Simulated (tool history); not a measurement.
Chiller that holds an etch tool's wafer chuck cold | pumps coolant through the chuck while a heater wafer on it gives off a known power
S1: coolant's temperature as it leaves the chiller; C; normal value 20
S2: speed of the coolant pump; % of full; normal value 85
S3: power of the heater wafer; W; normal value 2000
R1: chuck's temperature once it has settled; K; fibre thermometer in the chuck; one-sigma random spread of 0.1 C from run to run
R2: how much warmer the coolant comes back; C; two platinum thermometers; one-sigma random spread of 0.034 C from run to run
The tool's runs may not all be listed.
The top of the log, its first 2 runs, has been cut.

run 3 day=4.45 | S1=23 S2=85 S3=2000 | R1=308.85 R2=5.52
run 4 day=6.771 | S1=23 S2=85 S3=2000 | R1=309.05 R2=5.6
run 5 day=9.062 | S1=20 S2=85 S3=2000 | R1=305.95 R2=5.61
run 6 day=11.904 | S1=20 S2=64 S3=2000 | R1=308.95 R2=7.27
run 7 day=13.417 | S1=20 S2=64 S3=2000 | R1=308.75 R2=7.32
-- day=14.025 coolant changed, channels flushed
run 8 day=16.008 | S1=20 S2=64 S3=2000 | R1=308.05 R2=7.3
run 9 day=17.988 | S1=20 S2=85 S3=2000 | R1=305.05 R2=5.59
run 10 day=20.596 | S1=20 S2=85 S3=1944 | R1=304.85 R2=5.47
run 11 day=23.475 | S1=20 S2=85 S3=1944 | R1=304.85 R2=5.43
run 12 day=26.092 | S1=20 S2=85 S3=2000 | R1=305.15 R2=5.61
run 13 day=28.283 | S1=20 S2=85 S3=2000 | R1=305.25 R2=5.55
run 14 day=30.321 | S1=20 S2=85 S3=2000 | R1=305.25 R2=5.61
run 15 day=33.15 | S1=27 S2=85 S3=2000 | R1=312.35 R2=5.65
run 16 day=36.45 | S1=20 S2=85 S3=2000 | R1=305.25 R2=5.64
run 17 day=39.246 | S1=20 S2=85 S3=2000 | R1=305.25 R2=5.62
run 18 day=40.629 | S1=20 S2=85 S3=2000 | R1=305.15 R2=5.59
run 19 day=42.162 | S1=12 S2=85 S3=2000 | R1=297.35 R2=5.67
run 20 day=43.821 | S1=12 S2=85 S3=2000 | R1=297.35 R2=5.61
-- day=44.258 coolant pump overhauled
run 21 day=46.862 | S1=12 S2=85 S3=2000 | R1=297.55 R2=5.83
run 22 day=49.612 | S1=20 S2=78 S3=2234 | R1=307.95 R2=7.09
run 23 day=52.15 | S1=20 S2=78 S3=2234 | R1=307.95 R2=7.05
run 24 day=54.983 | S1=22 S2=73 S3=2000 | R1=309.15 R2=6.76

Predict the results of run 25:
run 25 day=57.938 | S1=22 S2=77 S3=1755 | R1=? R2=?

R1: 306.85 K
R2: 5.63 C
Were there no unlogged condition in the tool, this run, its random variation unchanged, would have produced R1 306.45 K, R2 5.12 C.
